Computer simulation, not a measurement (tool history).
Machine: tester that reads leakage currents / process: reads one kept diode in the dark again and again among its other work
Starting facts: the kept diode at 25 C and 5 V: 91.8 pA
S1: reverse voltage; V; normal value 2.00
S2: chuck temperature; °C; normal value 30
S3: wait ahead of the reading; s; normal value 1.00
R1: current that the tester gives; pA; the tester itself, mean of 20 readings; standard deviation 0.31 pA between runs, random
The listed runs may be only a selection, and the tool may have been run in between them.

run,day,S1,S2,S3,R1
1,0.000,2.00,30,1.00,94.80
2,1.900,7.01,30,1.00,154.34
3,5.104,7.01,30,1.00,153.04
4,7.404,2.00,30,1.00,94.06
5,10.258,2.00,30,1.00,93.43
# day 10.608: probe card cleaned and baked
6,13.908,2.00,30,1.00,93.68
7,17.650,1.01,57,1.47,570.34
8,20.667,2.76,25,5.21,68.55
9,22.362,2.95,30,1.00,108.06
10,25.512,17.85,32,3.49,254.77
# day 27.908: probe card cleaned and baked, once more
11,28.300,2.33,43,3.34,272.53

Pick out some run-to-run changes in R1. Of each, how much would a tool without hidden state show as well, from the settings, what came in and chance, and how much is left for the hidden state and any gauge scatter not in both results compared?
Hidden conditions of the tool in this case: stray current of the dirty probe card, pA a volt; current scale over the true one, %; true chuck temperature over the reading, C; drift of the gauge itself on leakage_pa, %.
Run 7 -> 8: S1 1.01 -> 2.76, S2 57 -> 25, S3 1.47 -> 5.21. R1 -501.79 pA: hidden state +40.92, all else -542.71.
